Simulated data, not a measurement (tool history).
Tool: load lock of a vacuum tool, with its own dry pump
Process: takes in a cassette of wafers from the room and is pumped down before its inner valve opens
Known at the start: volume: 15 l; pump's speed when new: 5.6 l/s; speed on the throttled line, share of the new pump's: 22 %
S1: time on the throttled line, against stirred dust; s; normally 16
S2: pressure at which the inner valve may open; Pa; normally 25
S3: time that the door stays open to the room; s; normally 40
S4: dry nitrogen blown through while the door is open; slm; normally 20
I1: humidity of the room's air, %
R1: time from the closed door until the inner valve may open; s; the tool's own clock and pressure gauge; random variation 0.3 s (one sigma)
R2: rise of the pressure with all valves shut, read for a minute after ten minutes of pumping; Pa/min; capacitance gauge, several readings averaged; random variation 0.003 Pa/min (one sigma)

Run 1, hour 0: usual settings; I1 47.1. Result: R1 38.2 s, R2 0.455 Pa/min.
Run 2, hour 163: usual settings; I1 43.1. Result: R1 38.2 s, R2 0.475 Pa/min.
Run 3, hour 378.1: usual settings; I1 45.7. Result: R1 38.8 s, R2 0.49 Pa/min.
Run 4, hour 608.8: usual settings; I1 49.7. Result: R1 38.7 s, R2 0.509 Pa/min.
Run 5, hour 751.7: usual settings; I1 43.8. Result: R1 39 s, R2 0.526 Pa/min.
Run 6, hour 861.4: usual settings but S1 8 s; I1 41.4. Result: R1 32.8 s, R2 0.516 Pa/min.

Predict the results of run 7:
Run 7, hour 1097.6: usual settings but S1 8 s, S3 37 s; I1 44.3. Result: R1 ?, R2 ?.

R1: 32.8 s
R2: 0.53 Pa/min
With no hidden state in the tool, this same run would have given R1 28.3 s, R2 0.043 Pa/min.
